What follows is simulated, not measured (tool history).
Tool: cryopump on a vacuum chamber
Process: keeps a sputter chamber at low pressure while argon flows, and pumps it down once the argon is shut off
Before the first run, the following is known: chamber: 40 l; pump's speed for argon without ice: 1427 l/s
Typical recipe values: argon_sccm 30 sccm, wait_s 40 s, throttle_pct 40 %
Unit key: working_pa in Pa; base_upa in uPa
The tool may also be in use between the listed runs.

run   hour  argon_sccm  wait_s  throttle_pct  working_pa  base_upa
  1      0          30      40            40       0.094      3.55
  2   26.3          30      40            40      0.0947      3.62
  3   54.9          30      40            40      0.0943      3.65
  4   85.6          30      40            40      0.0944       3.7
  5  100.2          30      40            40      0.0943      3.71
  6  119.4          30     144            47      0.0826      2.44
  7  145.3          30     144            47       0.082      2.38
  8  165.6          17      68            26      0.0811      3.01
  9  196.4          30      81            40      0.0951      2.95
 10  216.9          19      81            40      0.0606      2.86

Selected run-to-run steps in working_pa, each split into two signed amounts: the part the tool would show with no hidden state at all (from settings, incoming material and random variation), and the remainder, which goes to the hidden state together with any gauge scatter not common to the measured and the hidden-state-free results:
Unlogged tool condition in this case: pump's speed, % of a pump's without ice; cold plate's temperature, K; leak into the chamber, uPa l/s; drift of the gauge itself on working_pa, %; drift of the gauge itself on base_upa, %.
Run 8 -> 9: argon_sccm 17 -> 30, wait_s 68 -> 81, throttle_pct 26 -> 40. working_pa +0.014 Pa: hidden state +0.0028, all else +0.0112.
Run 9 -> 10: argon_sccm 30 -> 19. working_pa -0.0345 Pa: hidden state -0.0022, all else -0.0323.

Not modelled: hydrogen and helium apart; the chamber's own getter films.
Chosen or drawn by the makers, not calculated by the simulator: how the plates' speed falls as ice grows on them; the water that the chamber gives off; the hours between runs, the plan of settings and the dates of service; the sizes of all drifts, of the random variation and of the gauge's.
